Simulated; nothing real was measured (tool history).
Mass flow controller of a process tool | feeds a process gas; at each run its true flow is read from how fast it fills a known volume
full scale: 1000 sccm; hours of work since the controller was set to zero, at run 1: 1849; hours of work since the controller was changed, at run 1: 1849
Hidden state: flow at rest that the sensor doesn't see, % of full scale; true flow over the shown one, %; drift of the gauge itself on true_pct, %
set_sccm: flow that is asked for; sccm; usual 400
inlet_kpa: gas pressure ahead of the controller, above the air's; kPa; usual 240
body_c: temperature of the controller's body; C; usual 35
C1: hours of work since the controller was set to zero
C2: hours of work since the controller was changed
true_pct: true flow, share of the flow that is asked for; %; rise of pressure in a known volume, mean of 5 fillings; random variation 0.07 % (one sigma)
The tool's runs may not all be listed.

{"run": 1, "hour": 0.0, "set_sccm": 400, "inlet_kpa": 240, "body_c": 35, "C1": 1849, "C2": 1849, "true_pct": 96.98}
{"run": 2, "hour": 85.7, "set_sccm": 400, "inlet_kpa": 240, "body_c": 35, "C1": 1908, "C2": 1908, "true_pct": 96.9}
{"run": 3, "hour": 193.7, "set_sccm": 400, "inlet_kpa": 240, "body_c": 35, "C1": 1982, "C2": 1982, "true_pct": 96.83}
{"run": 4, "hour": 361.4, "set_sccm": 400, "inlet_kpa": 240, "body_c": 21, "C1": 2098, "C2": 2098, "true_pct": 97.46}
{"run": 5, "hour": 471.9, "set_sccm": 400, "inlet_kpa": 240, "body_c": 21, "C1": 2174, "C2": 2174, "true_pct": 97.2}
{"run": 6, "hour": 626.8, "set_sccm": 400, "inlet_kpa": 240, "body_c": 21, "C1": 2281, "C2": 2281, "true_pct": 97.13}
{"run": 7, "hour": 795.0, "set_sccm": 400, "inlet_kpa": 240, "body_c": 21, "C1": 2397, "C2": 2397, "true_pct": 96.89}
{"run": 8, "hour": 917.3, "set_sccm": 400, "inlet_kpa": 240, "body_c": 21, "C1": 2481, "C2": 2481, "true_pct": 97.13}
{"run": 9, "hour": 1042.7, "set_sccm": 400, "inlet_kpa": 240, "body_c": 21, "C1": 2567, "C2": 2567, "true_pct": 96.82}
{"run": 10, "hour": 1168.8, "set_sccm": 400, "inlet_kpa": 240, "body_c": 21, "C1": 2654, "C2": 2654, "true_pct": 96.88}
{"run": 11, "hour": 1326.9, "set_sccm": 400, "inlet_kpa": 170, "body_c": 21, "C1": 2763, "C2": 2763, "true_pct": 97.15}
{"run": 12, "hour": 1503.0, "set_sccm": 400, "inlet_kpa": 170, "body_c": 21, "C1": 2885, "C2": 2885, "true_pct": 97.13}
{"run": 13, "hour": 1588.0, "set_sccm": 400, "inlet_kpa": 170, "body_c": 21, "C1": 2943, "C2": 2943, "true_pct": 96.96}
{"run": 14, "hour": 1748.8, "set_sccm": 400, "inlet_kpa": 170, "body_c": 21, "C1": 3054, "C2": 3054, "true_pct": 96.86}
{"run": 15, "hour": 1887.9, "set_sccm": 382, "inlet_kpa": 167, "body_c": 21, "C1": 3150, "C2": 3150, "true_pct": 96.64}
{"run": 16, "hour": 2018.6, "set_sccm": 382, "inlet_kpa": 167, "body_c": 21, "C1": 3240, "C2": 3240, "true_pct": 96.59}
{"run": 17, "hour": 2106.9, "set_sccm": 408, "inlet_kpa": 267, "body_c": 35, "C1": 3301, "C2": 3301, "true_pct": 95.45}
{"run": 18, "hour": 2213.2, "set_sccm": 400, "inlet_kpa": 223, "body_c": 23, "C1": 3374, "C2": 3374, "true_pct": 96.19}
{"run": 19, "hour": 2371.2, "set_sccm": 400, "inlet_kpa": 223, "body_c": 23, "C1": 3483, "C2": 3483, "true_pct": 96.02}
{"run": 20, "hour": 2555.5, "set_sccm": 135, "inlet_kpa": 217, "body_c": 39, "C1": 3610, "C2": 3610, "true_pct": 90.64}
{"run": 21, "hour": 2753.2, "set_sccm": 181, "inlet_kpa": 264, "body_c": 28, "C1": 3746, "C2": 3746, "true_pct": 92.35}
{"run": 22, "hour": 2924.8, "set_sccm": 518, "inlet_kpa": 175, "body_c": 20, "C1": 3864, "C2": 3864, "true_pct": 96.8}
{"run": 23, "hour": 3078.0, "set_sccm": 400, "inlet_kpa": 240, "body_c": 27, "C1": 3970, "C2": 3970, "true_pct": 95.32}

Hidden state or all else? Some run-to-run changes of true_pct, split into what the settings, what came in and random variation would give without the hidden state, and what is left for the hidden state (with any gauge scatter that isn't in both results):
Run 19 -> 20: set_sccm 400 -> 135, inlet_kpa 223 -> 217, body_c 23 -> 39. true_pct -5.38 %: hidden state -4.34, all else -1.04.
Run 21 -> 22: set_sccm 181 -> 518, inlet_kpa 264 -> 175, body_c 28 -> 20. true_pct +4.45 %: hidden state +3.11, all else +1.34.
